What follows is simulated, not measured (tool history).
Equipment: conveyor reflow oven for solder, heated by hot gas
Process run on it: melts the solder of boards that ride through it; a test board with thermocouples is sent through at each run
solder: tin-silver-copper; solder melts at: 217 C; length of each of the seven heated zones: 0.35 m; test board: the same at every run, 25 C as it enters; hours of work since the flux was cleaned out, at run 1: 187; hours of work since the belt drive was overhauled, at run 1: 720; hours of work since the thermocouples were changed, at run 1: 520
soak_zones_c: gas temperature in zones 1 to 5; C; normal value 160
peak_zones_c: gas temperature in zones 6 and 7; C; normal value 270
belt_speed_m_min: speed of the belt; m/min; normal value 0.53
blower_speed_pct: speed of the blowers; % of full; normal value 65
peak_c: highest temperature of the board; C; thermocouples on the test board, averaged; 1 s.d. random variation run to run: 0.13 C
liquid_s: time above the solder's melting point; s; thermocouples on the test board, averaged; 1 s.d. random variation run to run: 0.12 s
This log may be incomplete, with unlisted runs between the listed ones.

run   hour  soak_zones_c  peak_zones_c  belt_speed_m_min  blower_speed_pct  hours of work since the flux was cleaned out  hours of work since the belt drive was overhauled  hours of work since the thermocouples were changed  peak_c  liquid_s
  1      0           160           270              0.53                65                                           187                                                720                                                 520     252      55.2
  2   24.8           160           270              0.53                65                                           203                                                735                                                 536   252.1      55.4
  3   40.5           160           270              0.53                65                                           212                                                745                                                 545   251.9      55.2
  4   65.8           151           270              0.53                65                                           228                                                761                                                 561   250.2      51.2
  5   90.9           151           270              0.53                65                                           244                                                776                                                 577   250.3      51.1
  6  119.9           151           270              0.53                65                                           262                                                794                                                 595   250.2      50.9
  7  143.8           160           270              0.53                65                                           276                                                809                                                 609   251.3      55.1
  8  165.8           160           270              0.53                65                                           290                                                823                                                 623   251.4      54.6
  9  187.2           160           270              0.53                65                                           303                                                836                                                 636   251.2      54.5
 10  206.2           160           270              0.53                65                                           315                                                848                                                 648   251.5      54.4
 11  239.3           160           270              0.53                65                                           335                                                868                                                 668   251.4      54.5
 12  266.2           160           270              0.53                65                                           352                                                885                                                 685   251.1      54.6
     290.9  -- flux residue cleaned out of gas plates and filters
 13  298.8           160           270              0.53                65                                             5                                                902                                                 702     253      56.3
 14  313.5           160           270              0.53                65                                            14                                                911                                                 711   252.8      56.5
 15  342.7           160           283              0.53                65                                            32                                                929                                                 729   264.6        64
       349  -- belt drive overhauled, speed set with a stopwatch
 16  362.1           152           265             0.618                70                                            42                                                  8                                                 739   243.5      38.4
 17  377.2           152           265             0.618                70                                            51                                                 17                                                 748   243.3      38.2
     390.1  -- thermocouples of zones 6 and 7 changed
 18  411.8           152           265             0.618                70                                            71                                                 38                                                  13   244.4      39.2
 19    427           152           263             0.429                60                                            81                                                 47                                                  23   251.5      67.9
       446  -- belt drive overhauled, speed set with a stopwatch, once more
 20  457.9           152           263             0.429                76                                            97                                                  7                                                  39   254.2      71.3
 21  478.6           156           278              0.44                65                                           110                                                 20                                                  52   265.9      76.9
 22  496.7           151           278              0.44                62                                           121                                                 31                                                  64   264.6      74.3
 23  519.9           151           278              0.44                62                                           136                                                 46                                                  78   264.4      74.3
 24  542.9           151           278              0.44                62                                           150                                                 60                                                  92   264.4      74.2
 25    559           151           278              0.44                62                                           160                                                 70                                                 102   264.4      74.1
 26  576.9           169           261             0.536                77                                           171                                                 81                                                 113   248.9      55.7
 27  608.6           169           261             0.536                77                                           190                                                101                                                 133   248.8      55.6
 28  623.7           160           279              0.53                65                                           200                                                110                                                 142   260.5      60.5
 29  648.1           174           280             0.518                75                                           215                                                125                                                 157   267.3      70.6
 30  668.1           156           274             0.468                65                                           227                                                138                                                 170   259.9      67.6

5 ways to go on from here, each from the tool as it stands after run 30. What would each give?
  A  700.6           160           266             0.503                65                                           247                                                158                                                 190       ?         ?
  B  700.6           160           270              0.53                73                                           247                                                158                                                 190       ?         ?
  C  700.6           160           270             0.595                65                                           247                                                158                                                 190       ?         ?
  D  700.6           175           271             0.544                65                                           247                                                158                                                 190       ?         ?
  E  700.6           171           270             0.469                65                                           247                                                158                                                 190       ?         ?

run  peak_c  liquid_s
  A   250.4        57
  B   254.6      57.1
  C   247.8      44.6
  D     255        60
  E   257.8      71.5
Take away the tool's hidden state, keep each run's random variation, and the runs would have read:
run  peak_c  liquid_s
  A   251.7      58.3
  B   256.2      58.3
  C   249.5        46
  D   256.3        61
  E   258.9      72.4
